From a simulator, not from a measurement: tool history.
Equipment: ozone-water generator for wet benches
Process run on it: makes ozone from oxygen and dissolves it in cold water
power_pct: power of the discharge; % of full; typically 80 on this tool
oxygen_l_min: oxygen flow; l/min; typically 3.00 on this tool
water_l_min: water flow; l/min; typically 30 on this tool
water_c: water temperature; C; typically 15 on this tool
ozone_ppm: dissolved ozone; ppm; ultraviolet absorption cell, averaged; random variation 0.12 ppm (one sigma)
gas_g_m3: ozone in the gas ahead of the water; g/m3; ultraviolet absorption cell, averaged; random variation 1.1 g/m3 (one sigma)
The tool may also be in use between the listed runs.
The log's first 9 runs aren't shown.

run	day	power_pct	oxygen_l_min	water_l_min	water_c	ozone_ppm	gas_g_m3
10	13.092	59	3.00	30	15	8.5	160.5
11	14.700	90	3.00	30	15	10.1	198.0
12	15.633	90	3.00	30	9	10.7	200.1
13	16.421	80	3.00	30	15	9.6	186.9
14	17.212	80	3.00	30	15	9.8	187.1
15	18.708	80	3.00	30	23	9.2	187.0
16	19.758	80	3.00	30	23	9.0	186.4
17	20.925	80	3.00	21	14	14.5	187.5
18	22.212	80	3.00	21	14	14.6	185.2
19	24.008	80	4.55	35	15	8.6	147.5
20	24.746	80	4.55	35	15	9.0	149.2
21	25.633	70	4.83	19	16	15.7	134.0

Run 22 has not been measured yet. What should we expect?
22	27.392	58	4.61	21	15	?	?

Run 22 produced ozone_ppm 12.8 ppm, gas_g_m3 126.3 g/m3.
Take away the tool's hidden state, keep the run-to-run variation as it was, and the same run would have given ozone_ppm 13.6 ppm, gas_g_m3 128.7 g/m3.
